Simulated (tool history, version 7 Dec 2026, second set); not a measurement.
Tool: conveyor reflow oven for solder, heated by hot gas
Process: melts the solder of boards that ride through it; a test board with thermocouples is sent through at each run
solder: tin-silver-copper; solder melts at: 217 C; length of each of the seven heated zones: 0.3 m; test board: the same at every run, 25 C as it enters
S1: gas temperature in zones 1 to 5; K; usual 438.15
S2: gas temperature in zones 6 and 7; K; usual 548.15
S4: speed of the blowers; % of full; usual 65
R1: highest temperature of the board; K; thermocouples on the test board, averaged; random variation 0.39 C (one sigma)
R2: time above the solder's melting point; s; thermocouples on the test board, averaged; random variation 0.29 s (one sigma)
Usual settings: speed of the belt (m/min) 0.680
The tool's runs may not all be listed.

run 1 hour=0.0 | S1=438.15 S2=548.15 speed_of_the_belt_(m/min)=0.680 S4=65 | R1=517.95 R2=31.3
run 2 hour=10.2 | S1=438.15 S2=548.15 speed_of_the_belt_(m/min)=0.680 S4=65 | R1=517.75 R2=31.5
run 3 hour=16.4 | S1=438.15 S2=548.15 speed_of_the_belt_(m/min)=0.557 S4=65 | R1=527.15 R2=45.9
run 4 hour=24.9 | S1=438.15 S2=548.15 speed_of_the_belt_(m/min)=0.557 S4=65 | R1=526.85 R2=45.5
run 5 hour=35.7 | S1=438.15 S2=548.15 speed_of_the_belt_(m/min)=0.582 S4=65 | R1=525.05 R2=42.4
run 6 hour=45.8 | S1=438.15 S2=548.15 speed_of_the_belt_(m/min)=0.582 S4=65 | R1=524.75 R2=43.0
run 7 hour=52.8 | S1=438.15 S2=548.15 speed_of_the_belt_(m/min)=0.680 S4=56 | R1=514.35 R2=27.6
run 8 hour=62.9 | S1=426.15 S2=548.15 speed_of_the_belt_(m/min)=0.680 S4=65 | R1=514.05 R2=26.5
run 9 hour=73.6 | S1=426.15 S2=548.15 speed_of_the_belt_(m/min)=0.776 S4=65 | R1=507.15 R2=17.4
run 10 hour=82.8 | S1=426.15 S2=560.15 speed_of_the_belt_(m/min)=0.776 S4=65 | R1=516.05 R2=23.2
run 11 hour=91.4 | S1=438.15 S2=539.15 speed_of_the_belt_(m/min)=0.665 S4=73 | R1=514.65 R2=29.5
-- hour=96.0 belt drive overhauled, speed set with a stopwatch
run 12 hour=105.8 | S1=438.15 S2=539.15 speed_of_the_belt_(m/min)=0.665 S4=73 | R1=514.15 R2=29.9
run 13 hour=110.3 | S1=438.15 S2=539.15 speed_of_the_belt_(m/min)=0.665 S4=73 | R1=513.95 R2=30.2
run 14 hour=120.9 | S1=438.15 S2=551.15 speed_of_the_belt_(m/min)=0.680 S4=67 | R1=520.35 R2=32.9
run 15 hour=127.4 | S1=437.15 S2=548.15 speed_of_the_belt_(m/min)=0.680 S4=65 | R1=517.05 R2=30.3
-- hour=139.0 belt drive overhauled, speed set with a stopwatch, once more
run 16 hour=141.1 | S1=448.15 S2=548.15 speed_of_the_belt_(m/min)=0.628 S4=65 | R1=523.05 R2=40.1
run 17 hour=150.9 | S1=444.15 S2=556.15 speed_of_the_belt_(m/min)=0.568 S4=76 | R1=535.95 R2=51.7
run 18 hour=161.9 | S1=444.15 S2=556.15 speed_of_the_belt_(m/min)=0.568 S4=76 | R1=536.25 R2=51.5
-- hour=170.3 flux residue cleaned out of gas plates and filters
run 19 hour=172.2 | S1=433.15 S2=548.15 speed_of_the_belt_(m/min)=0.680 S4=65 | R1=521.55 R2=33.2

Hidden state or all else? Some run-to-run changes of R1, split into what the settings, what came in and random variation would give without the hidden state, and what is left for the hidden state (with any gauge scatter that isn't in both results):
The hidden state here: heat that the gas passes to the board, % of a clean oven's; belt's true speed, % of the reading; true gas temperature in zones 6 and 7 over the reading, C; drift of the gauge itself on peak_c, C; drift of the gauge itself on liquid_s, %.
Run 18 -> 19: S1 444.15 -> 433.15, S2 556.15 -> 548.15, speed of the belt (m/min) 0.568 -> 0.680, S4 76 -> 65, flux residue cleaned out of gas plates and filters. R1 -14.70 K: hidden state +5.40, all else -20.10.
